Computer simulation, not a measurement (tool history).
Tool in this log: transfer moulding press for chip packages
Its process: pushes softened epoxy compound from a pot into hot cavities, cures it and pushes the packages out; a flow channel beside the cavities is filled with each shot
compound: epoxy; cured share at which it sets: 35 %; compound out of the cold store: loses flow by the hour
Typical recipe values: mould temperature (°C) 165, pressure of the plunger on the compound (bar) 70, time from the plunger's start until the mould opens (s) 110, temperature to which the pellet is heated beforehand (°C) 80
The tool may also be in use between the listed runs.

run   hour  mould temperature (°C)  pressure of the plunger on the compound (bar)  time from the plunger's start until the mould opens (s)  temperature to which the pellet is heated beforehand (°C)  incoming compound's hours out of the cold store  length that the compound runs in the flow channel (mm)  greatest force on the pins that push the packages out (N)
  1      0                     165                                             70                                                      110                                                         80                                             42.3                                                     478                                                        494
  2    9.1                     165                                             70                                                      110                                                         80                                             42.3                                                     478                                                        497
  3   14.7                     165                                             70                                                      110                                                         80                                             43.9                                                     476                                                        506
  4   21.1                     165                                             70                                                      110                                                         85                                             12.7                                                     533                                                        576
  5   26.5                     165                                             70                                                      110                                                         85                                              8.9                                                     541                                                        561
  6   37.9                     165                                             70                                                       95                                                         80                                             30.7                                                     498                                                        802
  7   47.9                     165                                             70                                                       95                                                         80                                             19.2                                                     519                                                        853
  8   58.7                     165                                             70                                                       95                                                         80                                             24.1                                                     509                                                        876
  9   67.7                     165                                           58.9                                                      110                                                         80                                              8.8                                                     495                                                        650
      69.8  -- cavities cleaned with cleaning compound and waxed
 10     81                     165                                           52.5                                                      110                                                         80                                             43.8                                                     410                                                        726
 11   88.1                     165                                           52.5                                                       98                                                         80                                             36.6                                                     420                                                        933
 12   95.5                     165                                             70                                                      110                                                         80                                             17.5                                                     520                                                        742
 13  108.7                     165                                             70                                                      110                                                         80                                             31.2                                                     496                                                        727
 14  121.5                     165                                             70                                                      134                                                         80                                             43.5                                                     474                                                        530
 15  130.1                     165                                             70                                                      110                                                         80                                             23.9                                                     507                                                        729
     133.6  -- plunger's sealing rings changed
     137.1  -- cavities cleaned with cleaning compound and waxed, once more
 16  142.7                     171                                           73.2                                                      146                                                         74                                             19.5                                                     525                                                        296
 17  154.6                     160                                           53.8                                                      144                                                         80                                             44.6                                                     432                                                        403
 18  165.1                     166                                           52.5                                                      113                                                         84                                             37.2                                                     425                                                        432
 19  173.2                     159                                           52.5                                                       98                                                         78                                             42.3                                                     434                                                        991
 20  179.3                     162                                           52.5                                                       98                                                         75                                             24.9                                                     453                                                        870
 21  188.3                     162                                           52.5                                                       98                                                         75                                               27                                                     450                                                        918
 22  196.5                     162                                           52.5                                                       98                                                         75                                             43.8                                                     422                                                        890
 23  202.1                     162                                           52.5                                                       98                                                         75                                               15                                                     469                                                       1017
 24  212.5                     162                                           52.5                                                       98                                                         75                                             26.9                                                     448                                                        975
 25    222                     162                                           52.5                                                       98                                                         75                                             33.7                                                     438                                                        965
 26  229.2                     162                                           52.5                                                       98                                                         75                                             42.8                                                     423                                                        946
 27  238.9                     162                                           54.5                                                       98                                                         75                                             43.3                                                     431                                                        957
 28  250.8                     169                                           84.3                                                      133                                                         84                                             37.5                                                     524                                                        458
 29  258.6                     157                                           55.7                                                      110                                                         80                                             24.3                                                     478                                                       1104

Here are 4 independent what-if runs from the current tool condition. What would each one return?
  A  266.8                     171                                           64.8                                                       94                                                         80                                               42                                                       ?                                                          ?
  B  266.8                     165                                           81.7                                                      121                                                         77                                              8.1                                                       ?                                                          ?
  C  266.8                     165                                           57.4                                                      110                                                         80                                             22.8                                                       ?                                                          ?
  D  266.8                     172                                           55.8                                                      133                                                         80                                             10.1                                                       ?                                                          ?

run  length that the compound runs in the flow channel (mm)  greatest force on the pins that push the packages out (N)
  A                                                     452                                                        601
  B                                                     590                                                        595
  C                                                     468                                                        650
  D                                                     468                                                        470
What these runs would have given with no unlogged condition in the tool:
run  length that the compound runs in the flow channel (mm)  greatest force on the pins that push the packages out (N)
  A                                                     456                                                        354
  B                                                     596                                                        350
  C                                                     472                                                        377
  D                                                     473                                                        284
